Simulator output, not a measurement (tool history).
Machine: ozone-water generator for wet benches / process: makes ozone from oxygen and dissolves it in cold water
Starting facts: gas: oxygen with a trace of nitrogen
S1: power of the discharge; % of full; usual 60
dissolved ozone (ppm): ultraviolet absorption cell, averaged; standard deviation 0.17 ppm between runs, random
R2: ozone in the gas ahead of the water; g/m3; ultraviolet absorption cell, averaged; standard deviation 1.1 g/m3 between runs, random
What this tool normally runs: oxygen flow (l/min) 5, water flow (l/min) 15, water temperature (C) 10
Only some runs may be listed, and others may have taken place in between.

{"run": 1, "hour": 0.0, "S1": 60, "oxygen flow (l/min)": 5, "water flow (l/min)": 15, "water temperature (C)": 10, "dissolved ozone (ppm)": 21.5, "R2": 189.7}
{"run": 2, "hour": 94.5, "S1": 60, "oxygen flow (l/min)": 5, "water flow (l/min)": 15, "water temperature (C)": 10, "dissolved ozone (ppm)": 21.4, "R2": 191.8}
{"run": 3, "hour": 171.6, "S1": 60, "oxygen flow (l/min)": 5, "water flow (l/min)": 15, "water temperature (C)": 10, "dissolved ozone (ppm)": 21.4, "R2": 191.1}
{"run": 4, "hour": 248.6, "S1": 60, "oxygen flow (l/min)": 5, "water flow (l/min)": 15, "water temperature (C)": 10, "dissolved ozone (ppm)": 21.1, "R2": 191.2}
{"run": 5, "hour": 332.9, "S1": 60, "oxygen flow (l/min)": 5, "water flow (l/min)": 15, "water temperature (C)": 10, "dissolved ozone (ppm)": 21.5, "R2": 188.8}
{"hour": 341.7, "done": "water thermometer calibrated"}
{"run": 6, "hour": 428.8, "S1": 60, "oxygen flow (l/min)": 5, "water flow (l/min)": 15, "water temperature (C)": 6, "dissolved ozone (ppm)": 22.6, "R2": 188.5}
{"run": 7, "hour": 486.6, "S1": 59, "oxygen flow (l/min)": 5.82, "water flow (l/min)": 13, "water temperature (C)": 12, "dissolved ozone (ppm)": 23.9, "R2": 178.5}
{"hour": 537.7, "done": "water thermometer calibrated, once more"}
{"run": 8, "hour": 546.6, "S1": 60, "oxygen flow (l/min)": 6.45, "water flow (l/min)": 15, "water temperature (C)": 17, "dissolved ozone (ppm)": 20.1, "R2": 173.8}
{"run": 9, "hour": 602.7, "S1": 60, "oxygen flow (l/min)": 6.45, "water flow (l/min)": 15, "water temperature (C)": 17, "dissolved ozone (ppm)": 19.5, "R2": 173.7}
{"run": 10, "hour": 666.3, "S1": 60, "oxygen flow (l/min)": 6.45, "water flow (l/min)": 15, "water temperature (C)": 17, "dissolved ozone (ppm)": 19.5, "R2": 171.2}

Forecast each of these 4 alternatives for the next run:
{"run": "A", "hour": 733.0, "S1": 62, "oxygen flow (l/min)": 2.86, "water flow (l/min)": 15, "water temperature (C)": 10, "dissolved ozone (ppm)": "?", "R2": "?"}
{"run": "B", "hour": 733.0, "S1": 60, "oxygen flow (l/min)": 5, "water flow (l/min)": 15, "water temperature (C)": 6, "dissolved ozone (ppm)": "?", "R2": "?"}
{"run": "C", "hour": 733.0, "S1": 60, "oxygen flow (l/min)": 6.45, "water flow (l/min)": 12, "water temperature (C)": 17, "dissolved ozone (ppm)": "?", "R2": "?"}
{"run": "D", "hour": 733.0, "S1": 73, "oxygen flow (l/min)": 6.45, "water flow (l/min)": 15, "water temperature (C)": 8, "dissolved ozone (ppm)": "?", "R2": "?"}

run=A dissolved_ozone_(ppm)=18.5 R2=234.5
run=B dissolved_ozone_(ppm)=22.1 R2=190.5
run=C dissolved_ozone_(ppm)=23.5 R2=173.3
run=D dissolved_ozone_(ppm)=26.7 R2=203.1
Without the tool's unlogged condition, the same runs would have read:
run=A dissolved_ozone_(ppm)=20.5 R2=243.8
run=B dissolved_ozone_(ppm)=24.5 R2=197.8
run=C dissolved_ozone_(ppm)=25.9 R2=180
run=D dissolved_ozone_(ppm)=29.8 R2=212.3

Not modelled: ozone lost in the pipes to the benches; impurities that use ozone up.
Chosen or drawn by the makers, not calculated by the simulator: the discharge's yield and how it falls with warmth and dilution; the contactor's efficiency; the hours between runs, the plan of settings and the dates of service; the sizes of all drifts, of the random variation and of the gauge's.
